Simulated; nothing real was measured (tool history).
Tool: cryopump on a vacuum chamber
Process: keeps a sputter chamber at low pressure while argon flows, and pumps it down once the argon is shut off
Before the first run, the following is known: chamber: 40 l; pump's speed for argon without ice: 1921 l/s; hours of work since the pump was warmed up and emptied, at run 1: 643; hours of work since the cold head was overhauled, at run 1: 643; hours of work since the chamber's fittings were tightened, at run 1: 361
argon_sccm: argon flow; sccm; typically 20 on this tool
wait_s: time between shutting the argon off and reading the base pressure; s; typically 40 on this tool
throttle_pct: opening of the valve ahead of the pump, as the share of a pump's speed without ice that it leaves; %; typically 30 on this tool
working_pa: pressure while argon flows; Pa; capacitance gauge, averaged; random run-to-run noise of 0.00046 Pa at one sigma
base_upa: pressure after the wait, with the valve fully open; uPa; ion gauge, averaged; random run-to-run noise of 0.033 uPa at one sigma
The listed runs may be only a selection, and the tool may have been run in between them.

run	day	argon_sccm	wait_s	throttle_pct	hours of work since the pump was warmed up and emptied	hours of work since the cold head was overhauled	hours of work since the chamber's fittings were tightened	working_pa	base_upa
1	0	20	40	30	643	643	361	0.0619	2.14
2	0.467	20	40	30	651	651	369	0.0617	2.13
3	1.15	20	40	30	663	663	381	0.0612	2.17
4	1.662	25	40	30	672	672	390	0.0775	2.19
5	2.579	13	40	30	688	688	406	0.0399	2.19
6	3.55	20	40	21	705	705	424	0.0872	2.24
7	4.075	20	40	21	715	715	433	0.0866	2.18
8	4.858	20	40	21	728	728	447	0.0878	2.29
9	5.562	20	40	21	741	741	459	0.088	2.36
10	6.042	20	40	21	749	749	467	0.0875	2.31
11	6.838	22	254	25	763	763	481	0.0816	1.03
12	7.688	22	254	25	778	778	496	0.0815	1.03
13	8.467	29	40	28	792	792	510	0.0973	2.37
14	9.35	21	24	38	807	807	526	0.0533	3.3
15	9.8	21	46	38	815	815	534	0.053	2.2

Run 16 comes next. What will it give?
16	10.238	32	59	28	823	823	541	?	?

For run 16 the tool returned working_pa 0.1073 Pa, base_upa 1.94 uPa.
With no hidden state in the tool, this same run would have given working_pa 0.1007 Pa, base_upa 1.23 uPa.
